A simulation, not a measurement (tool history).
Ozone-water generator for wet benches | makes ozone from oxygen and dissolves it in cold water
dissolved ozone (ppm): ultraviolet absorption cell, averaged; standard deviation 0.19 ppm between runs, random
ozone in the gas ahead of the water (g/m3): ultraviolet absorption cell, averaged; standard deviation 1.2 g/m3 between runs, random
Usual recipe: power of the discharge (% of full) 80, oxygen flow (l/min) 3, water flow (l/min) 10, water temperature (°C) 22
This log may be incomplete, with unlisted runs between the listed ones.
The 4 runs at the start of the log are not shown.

run   hour  power of the discharge (% of full)  oxygen flow (l/min)  water flow (l/min)  water temperature (°C)  dissolved ozone (ppm)  ozone in the gas ahead of the water (g/m3)
  5  232.9                                  52                    3                  10                      22                   21.1                                       169.5
  6  293.5                                  52                    3                   6                      22                   29.1                                       171.2
  7  351.2                                  40                    3                  10                      22                   18.4                                       147.1
  8  419.4                                  80                    3                  10                      22                   27.5                                       216.5
  9  477.1                                  80                    3                  10                      22                   27.1                                       212.8
 10  533.5                                  80                    3                  10                      22                   27.3                                       215.4
 11  579.0                                  80                    3                  10                      22                   26.9                                       214.6
 12  636.7                                  80                    3                  10                      22                   26.9                                       213.4
 13  668.4                                  80                    3                  10                      22                   27.3                                       216.4
 14  712.3                                  80                    3                  10                      22                   27.2                                       213.8
 15  744.6                                  80                    3                  10                      22                   27.0                                       215.8
 16  782.0                                  59                    3                  10                      22                   22.9                                       179.7

Run 17 has not been measured yet. What should we expect?
 17  820.5                                  59                    3                  10                      22                      ?                                           ?

{"run 17": {"dissolved ozone (ppm)": 23.2, "ozone in the gas ahead of the water (g/m3)": 179.8}}
With no hidden state in the tool, this same run would have given dissolved ozone (ppm) 23.2, ozone in the gas ahead of the water (g/m3) 184.6.
